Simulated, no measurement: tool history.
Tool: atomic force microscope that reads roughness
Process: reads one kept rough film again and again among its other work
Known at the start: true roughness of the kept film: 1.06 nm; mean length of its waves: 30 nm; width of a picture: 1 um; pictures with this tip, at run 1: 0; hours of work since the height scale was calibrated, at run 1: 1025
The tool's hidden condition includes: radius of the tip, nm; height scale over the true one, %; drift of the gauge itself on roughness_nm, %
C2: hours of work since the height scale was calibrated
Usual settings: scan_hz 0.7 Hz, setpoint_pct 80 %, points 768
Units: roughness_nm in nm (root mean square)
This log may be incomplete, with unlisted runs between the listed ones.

{"run": 1, "hour": 0.0, "scan_hz": 0.7, "setpoint_pct": 80, "points": 768, "pictures with this tip": 0, "C2": 1025, "roughness_nm": 1.006}
{"run": 2, "hour": 31.4, "scan_hz": 0.7, "setpoint_pct": 80, "points": 768, "pictures with this tip": 37, "C2": 1047, "roughness_nm": 1.003}
{"run": 3, "hour": 68.1, "scan_hz": 0.7, "setpoint_pct": 80, "points": 768, "pictures with this tip": 81, "C2": 1072, "roughness_nm": 1.002}
{"run": 4, "hour": 115.8, "scan_hz": 0.7, "setpoint_pct": 80, "points": 768, "pictures with this tip": 138, "C2": 1106, "roughness_nm": 0.98}
{"run": 5, "hour": 154.2, "scan_hz": 1.791, "setpoint_pct": 80, "points": 768, "pictures with this tip": 183, "C2": 1133, "roughness_nm": 0.951}
{"run": 6, "hour": 182.3, "scan_hz": 0.7, "setpoint_pct": 80, "points": 811, "pictures with this tip": 217, "C2": 1152, "roughness_nm": 0.981}
{"hour": 187.4, "done": "height scale calibrated on a step standard"}
{"run": 7, "hour": 214.6, "scan_hz": 3.049, "setpoint_pct": 82, "points": 882, "pictures with this tip": 254, "C2": 19, "roughness_nm": 0.897}
{"hour": 244.8, "done": "new tip fitted"}
{"run": 8, "hour": 248.1, "scan_hz": 3.049, "setpoint_pct": 87, "points": 569, "pictures with this tip": 4, "C2": 42, "roughness_nm": 0.897}
{"run": 9, "hour": 276.7, "scan_hz": 3.049, "setpoint_pct": 85, "points": 569, "pictures with this tip": 38, "C2": 62, "roughness_nm": 0.907}
{"run": 10, "hour": 309.5, "scan_hz": 3.253, "setpoint_pct": 88, "points": 569, "pictures with this tip": 77, "C2": 85, "roughness_nm": 0.874}
{"run": 11, "hour": 360.3, "scan_hz": 3.155, "setpoint_pct": 67, "points": 318, "pictures with this tip": 138, "C2": 121, "roughness_nm": 0.962}
{"hour": 390.5, "done": "height scale calibrated on a step standard, once more"}
{"run": 12, "hour": 412.3, "scan_hz": 0.7, "setpoint_pct": 72, "points": 768, "pictures with this tip": 198, "C2": 15, "roughness_nm": 0.976}

Predict each of these 5 candidate next runs independently; none follows another, all start after run 12:
{"run": "A", "hour": 441.8, "scan_hz": 0.521, "setpoint_pct": 73, "points": 768, "pictures with this tip": 233, "C2": 36, "roughness_nm": "?"}
{"run": "B", "hour": 441.8, "scan_hz": 0.7, "setpoint_pct": 80, "points": 768, "pictures with this tip": 233, "C2": 36, "roughness_nm": "?"}
{"run": "C", "hour": 441.8, "scan_hz": 1.762, "setpoint_pct": 63, "points": 342, "pictures with this tip": 233, "C2": 36, "roughness_nm": "?"}
{"run": "D", "hour": 441.8, "scan_hz": 0.7, "setpoint_pct": 58, "points": 768, "pictures with this tip": 233, "C2": 36, "roughness_nm": "?"}
{"run": "E", "hour": 441.8, "scan_hz": 2.373, "setpoint_pct": 67, "points": 358, "pictures with this tip": 233, "C2": 36, "roughness_nm": "?"}

run=A roughness_nm=0.982
run=B roughness_nm=0.958
run=C roughness_nm=0.953
run=D roughness_nm=0.979
run=E roughness_nm=0.943
What these runs would have given with no unlogged condition in the tool:
run=A roughness_nm=1.018
run=B roughness_nm=0.993
run=C roughness_nm=0.988
run=D roughness_nm=1.014
run=E roughness_nm=0.978

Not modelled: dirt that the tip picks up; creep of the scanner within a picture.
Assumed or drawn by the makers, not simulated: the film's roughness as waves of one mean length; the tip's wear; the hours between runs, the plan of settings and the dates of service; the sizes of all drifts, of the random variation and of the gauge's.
